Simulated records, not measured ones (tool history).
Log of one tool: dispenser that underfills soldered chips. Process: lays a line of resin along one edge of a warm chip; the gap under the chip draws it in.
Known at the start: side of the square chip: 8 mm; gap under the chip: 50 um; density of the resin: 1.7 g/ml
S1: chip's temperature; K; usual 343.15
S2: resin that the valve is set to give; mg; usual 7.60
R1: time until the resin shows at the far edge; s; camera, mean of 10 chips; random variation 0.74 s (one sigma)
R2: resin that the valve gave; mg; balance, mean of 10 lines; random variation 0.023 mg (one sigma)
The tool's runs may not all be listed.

run   hour      S1    S2     R1    R2
  1    0.0  343.15  7.60   78.1  7.54
       4.7  -- new syringe of resin
  2    5.7  339.15  7.60   77.1  7.48
  3    8.0  339.15  7.60   82.7  7.57
  4   10.7  339.15  7.60   88.9  7.49
      14.9  -- new syringe of resin
  5   15.3  339.15  7.60   77.1  7.49
  6   18.2  339.15  8.28   83.1  8.19
  7   20.9  339.15  8.28   89.3  8.14
      25.1  -- new syringe of resin
  8   26.4  349.15  7.60   56.5  7.47
  9   30.5  349.15  7.60   64.7  7.44
 10   33.0  349.15  7.60   69.9  7.44
      35.5  -- new syringe of resin
 11   38.6  349.15  7.60   60.5  7.45
 12   42.4  349.15  7.60   67.6  7.45
      45.6  -- new syringe of resin
 13   46.6  349.15  8.69   58.0  8.46
 14   51.1  343.15  7.67   78.9  7.46
 15   55.2  343.15  6.50   93.9  6.33
      55.8  -- new syringe of resin
 16   60.3  343.15  6.50   79.9  6.27
 17   64.8  342.15  7.60   87.9  7.36
      66.1  -- new syringe of resin
 18   68.4  342.15  7.60   74.0  7.38
 19   72.0  335.15  7.60  103.0  7.35
      76.2  -- new syringe of resin
 20   76.2  354.15  6.78   51.3  6.56
 21   81.3  338.15  6.71   98.8  6.44
 22   84.3  344.15  8.92   82.3  8.56
      86.5  -- new syringe of resin
 23   88.6  348.15  8.92   60.5  8.61
 24   90.9  348.15  8.92   63.1  8.61
 25   93.8  348.15  8.92   68.4  8.58
      96.6  -- new syringe of resin
 26   98.5  335.15  7.65   94.0  7.32
 27  102.2  335.15  7.65  105.1  7.35
     107.0  -- new syringe of resin
 28  107.5  356.15  9.78   44.9  9.40
 29  111.7  356.15  9.78   51.1  9.32
 30  115.6  354.15  8.34   61.8  7.95
     117.1  -- new syringe of resin
 31  121.1  348.15  7.97   65.4  7.59
 32  125.1  348.15  7.87   73.8  7.45
     127.3  -- new syringe of resin
 33  129.8  348.15  7.87   64.3  7.48
 34  132.7  348.15  7.87   69.6  7.48
 35  136.8  348.15  7.87   78.4  7.45
     137.4  -- new syringe of resin
 36  140.0  355.15  7.93   50.3  7.52

Measured less the same run without the tool's hidden state. The same run-to-run variation is in both; the gauge's scatter may not be:
The hidden state here: resin's viscosity, % of fresh resin's; dose that the valve gives, % of what is set; true chip temperature over the reading, C; drift of the gauge itself on fill_s, %; drift of the gauge itself on given_mg, %.
run     R1     R2
  1  +10.6  -0.07
  2   +1.3  -0.09
  3   +6.3  -0.09
  4  +12.4  -0.10
  5   +0.6  -0.11
  6   +6.6  -0.13
  7  +12.6  -0.14
  8   +1.3  -0.13
  9   +7.9  -0.14
 10  +12.6  -0.16
 11   +4.9  -0.16
 12  +11.3  -0.17
 13   +2.6  -0.21
 14  +12.1  -0.20
 15  +23.0  -0.18
 16   +9.0  -0.18
 17  +18.4  -0.23
 18   +4.7  -0.23
 19  +15.6  -0.24
 20   +1.3  -0.23
 21  +15.1  -0.23
 22  +17.0  -0.32
 23   +3.7  -0.32
 24   +7.2  -0.33
 25  +12.4  -0.34
 26   +6.2  -0.31
 27  +16.2  -0.32
 28   +1.2  -0.42
 29   +6.6  -0.43
 30  +13.5  -0.38
 31   +8.2  -0.37
 32  +15.7  -0.38
 33   +6.4  -0.39
 34  +11.6  -0.40
 35  +19.7  -0.41
 36   +4.3  -0.42
